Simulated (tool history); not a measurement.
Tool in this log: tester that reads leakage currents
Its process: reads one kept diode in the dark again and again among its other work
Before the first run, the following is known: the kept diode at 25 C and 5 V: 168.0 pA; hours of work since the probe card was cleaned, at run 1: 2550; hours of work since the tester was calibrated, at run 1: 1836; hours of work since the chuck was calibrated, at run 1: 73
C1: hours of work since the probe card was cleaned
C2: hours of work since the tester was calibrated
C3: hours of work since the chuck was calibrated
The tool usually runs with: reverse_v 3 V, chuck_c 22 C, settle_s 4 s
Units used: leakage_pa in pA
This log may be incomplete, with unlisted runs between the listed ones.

{"run": 1, "hour": 0.0, "reverse_v": 3, "chuck_c": 22, "settle_s": 4, "C1": 2550, "C2": 1836, "C3": 73, "leakage_pa": 105.45}
{"run": 2, "hour": 49.4, "reverse_v": 3, "chuck_c": 22, "settle_s": 4, "C1": 2584, "C2": 1869, "C3": 106, "leakage_pa": 105.01}
{"run": 3, "hour": 81.7, "reverse_v": 3, "chuck_c": 22, "settle_s": 4, "C1": 2606, "C2": 1891, "C3": 128, "leakage_pa": 105.28}
{"run": 4, "hour": 118.4, "reverse_v": 3, "chuck_c": 22, "settle_s": 4, "C1": 2631, "C2": 1916, "C3": 153, "leakage_pa": 105.07}
{"run": 5, "hour": 159.4, "reverse_v": 3, "chuck_c": 32, "settle_s": 4, "C1": 2658, "C2": 1944, "C3": 181, "leakage_pa": 235.63}
{"run": 6, "hour": 226.4, "reverse_v": 3, "chuck_c": 22, "settle_s": 4, "C1": 2704, "C2": 1989, "C3": 226, "leakage_pa": 105.27}
{"run": 7, "hour": 289.5, "reverse_v": 3, "chuck_c": 22, "settle_s": 4, "C1": 2747, "C2": 2032, "C3": 269, "leakage_pa": 105.44}
{"run": 8, "hour": 334.3, "reverse_v": 3, "chuck_c": 37, "settle_s": 4, "C1": 2777, "C2": 2063, "C3": 300, "leakage_pa": 345.74}
{"run": 9, "hour": 378.5, "reverse_v": 3, "chuck_c": 37, "settle_s": 4, "C1": 2807, "C2": 2093, "C3": 330, "leakage_pa": 346.38}
{"run": 10, "hour": 433.2, "reverse_v": 3, "chuck_c": 37, "settle_s": 4, "C1": 2844, "C2": 2130, "C3": 367, "leakage_pa": 348.32}
{"run": 11, "hour": 475.5, "reverse_v": 3, "chuck_c": 37, "settle_s": 4, "C1": 2873, "C2": 2158, "C3": 395, "leakage_pa": 346.48}
{"run": 12, "hour": 533.7, "reverse_v": 3, "chuck_c": 37, "settle_s": 4, "C1": 2912, "C2": 2198, "C3": 435, "leakage_pa": 346.06}
{"run": 13, "hour": 600.7, "reverse_v": 3, "chuck_c": 22, "settle_s": 4, "C1": 2957, "C2": 2243, "C3": 480, "leakage_pa": 105.77}

Run 14, settings as shown, results not yet in. Your forecast:
{"run": 14, "hour": 666.0, "reverse_v": 1.24, "chuck_c": 46, "settle_s": 0.32, "C1": 3002, "C2": 2287, "C3": 524, "leakage_pa": "?"}

Run 14 yielded leakage_pa 458.66 pA.
Had the tool carried no hidden state, the very same run would have given leakage_pa 458.61 pA.
